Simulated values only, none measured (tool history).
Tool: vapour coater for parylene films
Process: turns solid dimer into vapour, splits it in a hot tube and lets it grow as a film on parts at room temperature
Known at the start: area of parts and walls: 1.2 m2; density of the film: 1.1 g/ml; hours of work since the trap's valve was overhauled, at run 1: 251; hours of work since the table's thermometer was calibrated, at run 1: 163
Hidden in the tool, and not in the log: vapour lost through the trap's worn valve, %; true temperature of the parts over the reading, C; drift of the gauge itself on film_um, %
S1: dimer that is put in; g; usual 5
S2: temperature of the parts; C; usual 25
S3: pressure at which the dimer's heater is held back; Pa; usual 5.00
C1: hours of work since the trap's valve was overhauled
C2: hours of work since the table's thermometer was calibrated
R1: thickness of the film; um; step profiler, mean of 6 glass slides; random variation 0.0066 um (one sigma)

run,day,S1,S2,S3,C1,C2,R1
1,0.000,5,25,5.00,251,163,1.966
2,0.554,5,25,3.84,258,170,2.054
3,1.508,5,29,5.00,271,183,1.685
4,2.342,5,29,5.00,283,195,1.676
5,2.958,5,25,5.87,291,203,1.894
6,3.783,5,25,5.00,303,215,1.946
7,4.288,5,25,5.00,310,222,1.942
8,5.196,3,25,5.00,322,234,1.167
9,6.250,3,25,5.00,336,249,1.172
10,7.329,3,30,5.00,351,263,0.974
11,8.196,5,25,5.00,363,275,1.934
12,9.200,5,25,5.00,377,289,1.922
13,9.733,5,25,5.00,384,297,1.919
14,10.767,5,25,4.78,399,311,1.948
15,11.283,5,25,4.78,406,318,1.921
16,12.333,5,25,5.00,420,332,1.910
17,13.004,5,25,2.62,429,341,2.171
18,13.771,5,25,2.62,440,352,2.158
19,14.575,5,25,2.62,451,363,2.167
20,15.208,5,25,5.00,460,372,1.903
21,16.217,5,25,2.54,473,386,2.161
22,17.271,5,25,2.54,488,400,2.157
23,18.212,2,25,5.00,501,413,0.763
24,18.812,7,27,2.11,509,421,2.899
# day 19.962: trap's valve overhauled
25,19.983,7,27,2.11,0,435,3.202
26,20.571,7,33,4.85,8,443,2.201
27,21.596,7,33,4.85,22,457,2.198
28,22.383,7,24,5.00,33,468,3.013
# day 22.475: table's thermometer calibrated
29,23.338,7,24,5.00,46,12,3.018
30,24.354,6,25,5.00,60,26,2.505
# day 24.688: table's thermometer calibrated, once more
31,25.154,4,25,5.00,70,6,1.593
32,26.154,5,21,5.00,84,20,2.299
33,26.883,8,18,5.00,94,30,4.095
34,27.738,3,18,4.50,106,42,1.555
35,28.288,4,25,3.11,113,49,1.737
36,29.104,4,25,3.11,124,61,1.747
37,29.804,4,21,5.49,134,70,1.804
38,30.704,2,25,4.78,146,83,0.803
39,31.617,4,28,6.18,159,95,1.367
40,32.742,4,36,6.18,174,111,1.018
41,33.904,4,36,6.18,190,127,1.023
42,34.938,2,18,8.38,205,141,0.918
43,36.038,2,20,7.73,220,156,0.860
44,37.162,4,19,5.00,235,171,1.937
45,38.279,4,23,7.44,251,187,1.554

Hidden state at the last listed run before each entry between runs and at the first one after, where it differs:
Between runs 24 and 25: trap's valve overhauled (day 19.962)
  vapour lost through the trap's worn valve, %: 9.3 -> 0.3; true temperature of the parts over the reading, C: -0.69 -> -0.71
  measured less the result without the state, R1: -0.221 -> +0.072 um
Between runs 28 and 29: table's thermometer calibrated (day 22.475)
  vapour lost through the trap's worn valve, %: 0.8 -> 1; true temperature of the parts over the reading, C: -0.75 -> -0.99
  measured less the result without the state, R1: +0.056 -> +0.076 um
Between runs 30 and 31: table's thermometer calibrated, once more (day 24.688)
  vapour lost through the trap's worn valve, %: 1.3 -> 1.4; true temperature of the parts over the reading, C: -1.01 -> 0.12
  measured less the result without the state, R1: +0.058 -> -0.031 um

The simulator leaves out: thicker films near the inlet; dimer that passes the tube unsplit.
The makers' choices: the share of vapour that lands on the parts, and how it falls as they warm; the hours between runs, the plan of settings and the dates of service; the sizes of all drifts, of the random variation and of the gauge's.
